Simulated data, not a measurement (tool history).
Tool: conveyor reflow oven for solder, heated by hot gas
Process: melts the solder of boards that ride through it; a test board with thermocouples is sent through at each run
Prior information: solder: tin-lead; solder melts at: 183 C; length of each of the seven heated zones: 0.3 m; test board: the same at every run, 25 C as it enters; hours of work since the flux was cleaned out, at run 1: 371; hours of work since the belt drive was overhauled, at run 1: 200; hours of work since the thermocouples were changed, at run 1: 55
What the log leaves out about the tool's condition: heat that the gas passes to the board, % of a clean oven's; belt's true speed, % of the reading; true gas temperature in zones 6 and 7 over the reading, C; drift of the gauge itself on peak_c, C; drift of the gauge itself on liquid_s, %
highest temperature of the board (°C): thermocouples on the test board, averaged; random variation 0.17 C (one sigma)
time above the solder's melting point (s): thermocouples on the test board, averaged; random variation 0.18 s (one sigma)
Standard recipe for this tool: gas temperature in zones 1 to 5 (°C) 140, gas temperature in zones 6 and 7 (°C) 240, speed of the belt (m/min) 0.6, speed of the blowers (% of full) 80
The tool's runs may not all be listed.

| run | day | gas temperature in zones 1 to 5 (°C) | gas temperature in zones 6 and 7 (°C) | speed of the belt (m/min) | speed of the blowers (% of full) | hours of work since the flux was cleaned out | hours of work since the belt drive was overhauled | hours of work since the thermocouples were changed | highest temperature of the board (°C) | time above the solder's melting point (s) |
|---|---|---|---|---|---|---|---|---|---|---|
| 1 | 0 | 140 | 240 | 0.6 | 80 | 371 | 200 | 55 | 220.9 | 47.1 |
| 2 | 0.258 | 140 | 240 | 0.6 | 80 | 376 | 205 | 59 | 221.4 | 47.1 |
| 3 | 0.6 | 128 | 240 | 0.6 | 80 | 383 | 212 | 66 | 218.7 | 42.9 |
| 4 | 0.892 | 128 | 240 | 0.6 | 80 | 388 | 217 | 71 | 218.9 | 43 |
| 5 | 1.275 | 128 | 240 | 0.55 | 80 | 395 | 224 | 78 | 221.9 | 49.4 |
| 6 | 1.575 | 128 | 240 | 0.55 | 80 | 401 | 230 | 84 | 221.8 | 49.6 |
| 7 | 1.767 | 140 | 240 | 0.6 | 54 | 404 | 233 | 87 | 213.2 | 41.5 |
| 8 | 2.033 | 140 | 240 | 0.6 | 80 | 409 | 238 | 92 | 220.8 | 47.3 |
| 9 | 2.325 | 140 | 240 | 0.6 | 80 | 415 | 244 | 98 | 220.8 | 47.8 |
| 10 | 2.692 | 140 | 240 | 0.6 | 80 | 422 | 251 | 105 | 220.9 | 47.3 |
| 11 | 2.954 | 140 | 240 | 0.6 | 80 | 427 | 256 | 110 | 221.1 | 47.2 |
| 12 | 3.238 | 140 | 240 | 0.6 | 80 | 432 | 261 | 115 | 220.9 | 47.6 |
| 13 | 3.5 | 140 | 240 | 0.6 | 80 | 437 | 266 | 120 | 220.8 | 47.4 |
| 14 | 3.871 | 140 | 240 | 0.6 | 80 | 444 | 273 | 127 | 220.8 | 47.4 |
| 15 | 4.042 | 140 | 240 | 0.6 | 80 | 447 | 276 | 130 | 221 | 47.4 |
| 16 | 4.396 | 154 | 240 | 0.518 | 80 | 453 | 283 | 137 | 227.5 | 64.3 |
| 17 | 4.733 | 145 | 240 | 0.6 | 69 | 460 | 289 | 143 | 219.2 | 47.6 |
| 18 | 5.067 | 145 | 234 | 0.683 | 61 | 466 | 295 | 149 | 206.7 | 32.9 |
| 19 | 5.246 | 129 | 243 | 0.601 | 51 | 469 | 298 | 152 | 211 | 36.8 |
| 20 | 5.458 | 140 | 244 | 0.529 | 80 | 473 | 302 | 156 | 228.3 | 58.5 |
| 21 | 5.738 | 140 | 244 | 0.622 | 80 | 479 | 308 | 162 | 222.9 | 46.9 |
| 22 | 6.112 | 150 | 240 | 0.489 | 85 | 485 | 315 | 169 | 229.4 | 67.4 |
|  | 6.388 | flux residue cleaned out of gas plates and filters |
| 23 | 6.592 | 150 | 240 | 0.489 | 85 | 4 | 320 | 174 | 230.6 | 67.8 |
| 24 | 6.946 | 140 | 240 | 0.532 | 80 | 10 | 326 | 180 | 226.1 | 57.2 |
| 25 | 7.283 | 140 | 240 | 0.546 | 74 | 17 | 333 | 187 | 224 | 54.1 |
| 26 | 7.667 | 140 | 240 | 0.546 | 74 | 24 | 340 | 194 | 223.9 | 54.4 |
| 27 | 7.962 | 145 | 240 | 0.6 | 53 | 29 | 345 | 199 | 215.1 | 44.7 |
| 28 | 8.267 | 145 | 240 | 0.6 | 53 | 35 | 351 | 205 | 215.2 | 44.9 |
| 29 | 8.558 | 133 | 236 | 0.491 | 61 | 40 | 356 | 210 | 219.4 | 55.7 |
| 30 | 8.729 | 136 | 240 | 0.52 | 51 | 44 | 360 | 214 | 217.9 | 51.4 |

Here are 3 independent what-if runs from the current tool condition. What would each one return?
| A | 8.996 | 140 | 240 | 0.512 | 80 | 49 | 364 | 219 | ? | ? |
| B | 8.996 | 128 | 240 | 0.52 | 51 | 49 | 364 | 219 | ? | ? |
| C | 8.996 | 136 | 250 | 0.52 | 52 | 49 | 364 | 219 | ? | ? |

| run | highest temperature of the board (°C) | time above the solder's melting point (s) |
|---|---|---|
| A | 227.3 | 60 |
| B | 216 | 47.2 |
| C | 226.8 | 57.1 |
With no hidden state in the tool, these same runs would have given:
| run | highest temperature of the board (°C) | time above the solder's melting point (s) |
|---|---|---|
| A | 227.2 | 59.7 |
| B | 215.9 | 46.9 |
| C | 226.7 | 56.7 |

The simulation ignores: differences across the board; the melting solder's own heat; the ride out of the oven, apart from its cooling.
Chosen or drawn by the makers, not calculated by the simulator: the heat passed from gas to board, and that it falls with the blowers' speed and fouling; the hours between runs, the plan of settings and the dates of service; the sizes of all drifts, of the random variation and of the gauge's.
